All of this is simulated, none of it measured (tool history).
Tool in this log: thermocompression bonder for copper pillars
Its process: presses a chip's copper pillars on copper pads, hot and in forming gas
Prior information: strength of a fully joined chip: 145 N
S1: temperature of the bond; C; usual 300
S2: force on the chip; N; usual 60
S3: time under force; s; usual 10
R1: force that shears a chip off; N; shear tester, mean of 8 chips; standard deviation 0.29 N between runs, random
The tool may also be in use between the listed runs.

run,hour,S1,S2,S3,R1
1,0,300,60,10,110.5
2,52.1,321,60,10,126
3,116.6,321,60,10,123.7
4,155.1,321,60,10,122
# hour 190: forming gas filter changed
5,216.9,321,60,10,127.8
6,278.8,321,60,10,125.5
7,336.4,300,60,10,107.7
8,370.2,300,37,10,73.8
# hour 384.1: forming gas filter changed
9,404.5,300,37,10,77.1
10,461.7,274,37,8,47.7
11,535.6,312,61,11,121.1
# hour 574.4: forming gas filter changed
12,612.1,294,78,21,134.7
13,683.1,294,40,6,63.9
14,716,273,62,13,91.6
# hour 764.5: forming gas filter changed
15,791.1,273,62,13,94.7
16,856.3,271,60,11,85.3
17,903.2,298,79,11,125.5
18,934.8,298,79,29,134.8

Branching from run 18: 5 alternative next runs. What would each branch give?
# hour 954.4: forming gas filter changed
A,995.8,294,46,21,?
# hour 954.4: forming gas filter changed
B,995.8,317,60,18,?
# hour 954.4: forming gas filter changed
C,995.8,300,60,13,?
# hour 954.4: forming gas filter changed
D,995.8,304,60,10,?
# hour 954.4: forming gas filter changed
E,995.8,317,79,13,?

run,R1
A,107.9
B,134.8
C,118.5
D,117.1
E,138.5
The same runs, with their run-to-run variation unchanged, on a tool lacking any hidden condition would have given:
run,R1
A,98.2
B,131
C,110.3
D,108.6
E,136.7

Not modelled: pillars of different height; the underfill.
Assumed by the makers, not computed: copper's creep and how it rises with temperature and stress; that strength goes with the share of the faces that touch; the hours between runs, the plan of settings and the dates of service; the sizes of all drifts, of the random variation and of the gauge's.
